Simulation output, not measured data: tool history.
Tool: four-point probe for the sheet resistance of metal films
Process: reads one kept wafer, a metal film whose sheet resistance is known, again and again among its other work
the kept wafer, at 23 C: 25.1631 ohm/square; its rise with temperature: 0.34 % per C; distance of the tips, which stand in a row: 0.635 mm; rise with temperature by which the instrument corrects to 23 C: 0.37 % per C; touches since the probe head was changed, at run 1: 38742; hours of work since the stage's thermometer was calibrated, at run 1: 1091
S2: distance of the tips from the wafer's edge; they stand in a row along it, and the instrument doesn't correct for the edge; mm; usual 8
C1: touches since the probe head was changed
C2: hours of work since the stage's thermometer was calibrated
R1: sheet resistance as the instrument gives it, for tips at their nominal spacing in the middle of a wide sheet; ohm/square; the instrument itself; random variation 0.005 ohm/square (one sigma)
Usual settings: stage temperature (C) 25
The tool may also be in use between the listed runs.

Run 1, hour 0.0: usual settings; C1 38742; C2 1091. Result: R1 25.239320 ohm/square.
Run 2, hour 36.0: usual settings; C1 39887; C2 1113. Result: R1 25.231178 ohm/square.
Run 3, hour 72.9: usual settings; C1 41058; C2 1135. Result: R1 25.229571 ohm/square.
Run 4, hour 106.2: usual settings; C1 42118; C2 1155. Result: R1 25.237792 ohm/square.
Run 5, hour 147.0: usual settings; C1 43415; C2 1179. Result: R1 25.232138 ohm/square.
Run 6, hour 209.6: usual settings; C1 45404; C2 1217. Result: R1 25.231992 ohm/square.
Run 7, hour 274.4: usual settings but S2 4 mm; C1 47462; C2 1255. Result: R1 25.481622 ohm/square.
Run 8, hour 338.5: usual settings but stage temperature (C) 22; C1 49499; C2 1294. Result: R1 25.258146 ohm/square.
Run 9, hour 381.2: usual settings but stage temperature (C) 21; C1 50858; C2 1319. Result: R1 25.268617 ohm/square.
At hour 430.1: stage's thermometer calibrated.
Run 10, hour 454.9: usual settings but stage temperature (C) 21, S2 4 mm; C1 53183; C2 15. Result: R1 25.510798 ohm/square.
Run 11, hour 521.4: usual settings; C1 55297; C2 55. Result: R1 25.236881 ohm/square.
Run 12, hour 556.0: usual settings; C1 56397; C2 75. Result: R1 25.231637 ohm/square.
Run 13, hour 625.5: usual settings; C1 58605; C2 117. Result: R1 25.233835 ohm/square.
Run 14, hour 661.6: usual settings; C1 59752; C2 138. Result: R1 25.231154 ohm/square.
Run 15, hour 721.0: usual settings; C1 61641; C2 174. Result: R1 25.224540 ohm/square.
Run 16, hour 755.5: usual settings; C1 62737; C2 195. Result: R1 25.236941 ohm/square.
Run 17, hour 815.0: usual settings but stage temperature (C) 35; C1 64628; C2 230. Result: R1 25.154662 ohm/square.
Run 18, hour 869.4: usual settings; C1 66356; C2 263. Result: R1 25.237673 ohm/square.
Run 19, hour 940.4: usual settings; C1 68612; C2 305. Result: R1 25.232194 ohm/square.
Run 20, hour 972.7: usual settings; C1 69640; C2 324. Result: R1 25.224938 ohm/square.
Run 21, hour 1023.6: usual settings; C1 71259; C2 355. Result: R1 25.236760 ohm/square.
Run 22, hour 1095.4: usual settings; C1 73541; C2 398. Result: R1 25.236505 ohm/square.
Run 23, hour 1158.8: usual settings but stage temperature (C) 26, S2 28 mm; C1 75554; C2 436. Result: R1 25.146362 ohm/square.
Run 24, hour 1216.2: usual settings but stage temperature (C) 26, S2 28 mm; C1 77380; C2 470. Result: R1 25.158484 ohm/square.
Run 25, hour 1262.3: usual settings but stage temperature (C) 26, S2 28 mm; C1 78843; C2 498. Result: R1 25.146881 ohm/square.
Run 26, hour 1337.5: usual settings but stage temperature (C) 20, S2 3 mm; C1 81233; C2 543. Result: R1 25.780558 ohm/square.
Run 27, hour 1396.0: usual settings but stage temperature (C) 33, S2 24 mm; C1 83094; C2 578. Result: R1 25.103758 ohm/square.
Run 28, hour 1452.9: usual settings but stage temperature (C) 21, S2 60 mm; C1 84901; C2 612. Result: R1 25.183804 ohm/square.
Run 29, hour 1502.9: usual settings but stage temperature (C) 28, S2 46 mm; C1 86489; C2 641. Result: R1 25.132221 ohm/square.
Run 30, hour 1536.8: usual settings but stage temperature (C) 28, S2 46 mm; C1 87567; C2 662. Result: R1 25.126472 ohm/square.
Run 31, hour 1585.4: usual settings but stage temperature (C) 28, S2 5 mm; C1 89112; C2 691. Result: R1 25.345102 ohm/square.
Run 32, hour 1634.2: usual settings but stage temperature (C) 28, S2 5 mm; C1 90664; C2 720. Result: R1 25.347479 ohm/square.
Run 33, hour 1671.7: usual settings but stage temperature (C) 19, S2 17 mm; C1 91855; C2 742. Result: R1 25.222091 ohm/square.
Run 34, hour 1716.7: usual settings but stage temperature (C) 19, S2 17 mm; C1 93285; C2 769. Result: R1 25.213427 ohm/square.
Run 35, hour 1784.0: usual settings but stage temperature (C) 19, S2 20 mm; C1 95425; C2 810. Result: R1 25.201039 ohm/square.
Run 36, hour 1853.5: usual settings but stage temperature (C) 21, S2 4 mm; C1 97633; C2 851. Result: R1 25.512701 ohm/square.
Run 37, hour 1894.3: usual settings but stage temperature (C) 21, S2 4 mm; C1 98930; C2 875. Result: R1 25.524483 ohm/square.
Run 38, hour 1925.5: usual settings but stage temperature (C) 34, S2 47 mm; C1 99922; C2 894. Result: R1 25.081429 ohm/square.
Run 39, hour 1958.0: usual settings but stage temperature (C) 24, S2 4 mm; C1 100955; C2 914. Result: R1 25.507728 ohm/square.
Run 40, hour 2011.6: usual settings but stage temperature (C) 19, S2 4 mm; C1 102656; C2 946. Result: R1 25.532184 ohm/square.
Run 41, hour 2083.7: usual settings but stage temperature (C) 34, S2 4 mm; C1 104948; C2 989. Result: R1 25.415546 ohm/square.
Run 42, hour 2156.9: usual settings but stage temperature (C) 34, S2 4 mm; C1 107276; C2 1032. Result: R1 25.415645 ohm/square.
Run 43, hour 2190.1: usual settings but S2 4 mm; C1 108329; C2 1052. Result: R1 25.490255 ohm/square.
Run 44, hour 2235.6: usual settings but stage temperature (C) 26, S2 5 mm; C1 109776; C2 1080. Result: R1 25.358769 ohm/square.

Hidden state at the last listed run before each entry between runs and at the first one after, where it differs:
Between runs 9 and 10: stage's thermometer calibrated (hour 430.1)
  inner tips' distance over the nominal, %: 0.002 -> 0.003; wafer's true temperature over the reading, C: 0.01 -> 0
